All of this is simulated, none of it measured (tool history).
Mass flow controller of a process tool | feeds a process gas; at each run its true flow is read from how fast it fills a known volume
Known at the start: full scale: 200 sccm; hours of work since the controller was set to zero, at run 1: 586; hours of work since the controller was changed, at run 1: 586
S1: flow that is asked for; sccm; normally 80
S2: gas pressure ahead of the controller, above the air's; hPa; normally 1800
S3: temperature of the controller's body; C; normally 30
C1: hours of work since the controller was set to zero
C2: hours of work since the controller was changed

{"run": 1, "day": 0.0, "S1": 80, "S2": 1800, "S3": 30, "C1": 586, "C2": 586, "true flow (%)": 99.55}
{"run": 2, "day": 9.425, "S1": 80, "S2": 1800, "S3": 30, "C1": 678, "C2": 678, "true flow (%)": 99.65}
{"run": 3, "day": 17.404, "S1": 80, "S2": 1800, "S3": 30, "C1": 756, "C2": 756, "true flow (%)": 99.58}
{"run": 4, "day": 30.121, "S1": 80, "S2": 1800, "S3": 30, "C1": 880, "C2": 880, "true flow (%)": 99.62}
{"run": 5, "day": 39.7, "S1": 80, "S2": 1800, "S3": 30, "C1": 973, "C2": 973, "true flow (%)": 99.68}
{"run": 6, "day": 45.925, "S1": 80, "S2": 1800, "S3": 36, "C1": 1034, "C2": 1034, "true flow (%)": 99.78}
{"run": 7, "day": 56.346, "S1": 80, "S2": 1800, "S3": 30, "C1": 1136, "C2": 1136, "true flow (%)": 99.74}
{"run": 8, "day": 66.208, "S1": 80, "S2": 1800, "S3": 24, "C1": 1232, "C2": 1232, "true flow (%)": 99.32}
{"run": 9, "day": 71.679, "S1": 80, "S2": 1800, "S3": 24, "C1": 1285, "C2": 1285, "true flow (%)": 99.31}
{"run": 10, "day": 83.779, "S1": 80, "S2": 1800, "S3": 24, "C1": 1404, "C2": 1404, "true flow (%)": 99.18}
{"run": 11, "day": 90.65, "S1": 80, "S2": 1800, "S3": 24, "C1": 1471, "C2": 1471, "true flow (%)": 99.29}
{"run": 12, "day": 99.675, "S1": 156, "S2": 1800, "S3": 30, "C1": 1559, "C2": 1559, "true flow (%)": 100.34}
{"run": 13, "day": 111.271, "S1": 156, "S2": 1800, "S3": 30, "C1": 1672, "C2": 1672, "true flow (%)": 100.32}
{"run": 14, "day": 120.062, "S1": 80, "S2": 2670, "S3": 30, "C1": 1758, "C2": 1758, "true flow (%)": 98.99}
{"run": 15, "day": 131.329, "S1": 80, "S2": 2670, "S3": 30, "C1": 1868, "C2": 1868, "true flow (%)": 98.81}
{"run": 16, "day": 137.888, "S1": 21, "S2": 2670, "S3": 28, "C1": 1932, "C2": 1932, "true flow (%)": 96.55}
{"day": 138.575, "done": "controller's zero set anew"}
{"run": 17, "day": 150.592, "S1": 21, "S2": 2450, "S3": 34, "C1": 117, "C2": 2055, "true flow (%)": 95.51}
{"run": 18, "day": 163.504, "S1": 37, "S2": 1800, "S3": 26, "C1": 243, "C2": 2181, "true flow (%)": 97.39}
{"run": 19, "day": 172.029, "S1": 37, "S2": 1800, "S3": 26, "C1": 326, "C2": 2265, "true flow (%)": 97.33}
{"run": 20, "day": 183.4, "S1": 37, "S2": 1800, "S3": 26, "C1": 437, "C2": 2376, "true flow (%)": 97.42}
{"run": 21, "day": 195.833, "S1": 37, "S2": 1800, "S3": 26, "C1": 559, "C2": 2497, "true flow (%)": 97.41}
{"day": 196.938, "done": "controller's zero set anew, once more"}
{"run": 22, "day": 201.979, "S1": 96, "S2": 1800, "S3": 26, "C1": 49, "C2": 2557, "true flow (%)": 100.33}
{"run": 23, "day": 211.279, "S1": 68, "S2": 2560, "S3": 26, "C1": 140, "C2": 2647, "true flow (%)": 99.62}
{"run": 24, "day": 218.817, "S1": 33, "S2": 2560, "S3": 26, "C1": 214, "C2": 2721, "true flow (%)": 99.23}
{"run": 25, "day": 229.917, "S1": 21, "S2": 1610, "S3": 30, "C1": 322, "C2": 2829, "true flow (%)": 99.61}
{"run": 26, "day": 235.896, "S1": 21, "S2": 1610, "S3": 30, "C1": 380, "C2": 2888, "true flow (%)": 99.42}
{"run": 27, "day": 243.675, "S1": 25, "S2": 2700, "S3": 22, "C1": 456, "C2": 2964, "true flow (%)": 98.56}
{"run": 28, "day": 251.321, "S1": 80, "S2": 1960, "S3": 23, "C1": 531, "C2": 3038, "true flow (%)": 99.82}

Below are 5 alternative next runs, each starting from the tool's condition after run 28. Predict each:
{"run": "A", "day": 262.358, "S1": 125, "S2": 2150, "S3": 25, "C1": 638, "C2": 3146, "true flow (%)": "?"}
{"run": "B", "day": 262.358, "S1": 194, "S2": 1800, "S3": 30, "C1": 638, "C2": 3146, "true flow (%)": "?"}
{"run": "C", "day": 262.358, "S1": 52, "S2": 2450, "S3": 30, "C1": 638, "C2": 3146, "true flow (%)": "?"}
{"run": "D", "day": 262.358, "S1": 80, "S2": 2550, "S3": 23, "C1": 638, "C2": 3146, "true flow (%)": "?"}
{"run": "E", "day": 262.358, "S1": 80, "S2": 1960, "S3": 32, "C1": 638, "C2": 3146, "true flow (%)": "?"}

run=A true_flow_(%)=100.13
run=B true_flow_(%)=101.01
run=C true_flow_(%)=99.58
run=D true_flow_(%)=99.54
run=E true_flow_(%)=100.12
Had the tool no hidden state, the same runs would have come out as:
run=A true_flow_(%)=99.44
run=B true_flow_(%)=100.25
run=C true_flow_(%)=99.14
run=D true_flow_(%)=98.95
run=E true_flow_(%)=99.53
